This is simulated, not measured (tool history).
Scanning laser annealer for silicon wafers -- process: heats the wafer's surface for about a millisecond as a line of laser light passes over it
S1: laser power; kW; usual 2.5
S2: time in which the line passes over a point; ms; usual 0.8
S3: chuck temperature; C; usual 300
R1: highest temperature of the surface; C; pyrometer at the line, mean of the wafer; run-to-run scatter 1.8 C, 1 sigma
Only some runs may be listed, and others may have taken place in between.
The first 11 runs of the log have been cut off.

{"run": 12, "hour": 309.5, "S1": 2.5, "S2": 0.769, "S3": 316, "R1": 1016}
{"run": 13, "hour": 332.8, "S1": 2.5, "S2": 0.769, "S3": 316, "R1": 1012}
{"run": 14, "hour": 352.0, "S1": 2.5, "S2": 0.769, "S3": 316, "R1": 1013}
{"run": 15, "hour": 370.0, "S1": 2.5, "S2": 0.8, "S3": 300, "R1": 1009}
{"run": 16, "hour": 406.6, "S1": 2.5, "S2": 0.8, "S3": 300, "R1": 1007}
{"run": 17, "hour": 440.1, "S1": 2.44, "S2": 0.657, "S3": 300, "R1": 928}
{"run": 18, "hour": 459.9, "S1": 2.44, "S2": 0.657, "S3": 300, "R1": 926}
{"run": 19, "hour": 499.9, "S1": 2.474, "S2": 0.625, "S3": 271, "R1": 887}

Predict the results of run 20:
{"run": 20, "hour": 530.4, "S1": 2.474, "S2": 0.625, "S3": 271, "R1": "?"}

Run 20 measured R1 888 C.
Take away the tool's hidden state, keep the run-to-run variation as it was, and the same run would have given R1 901 C.
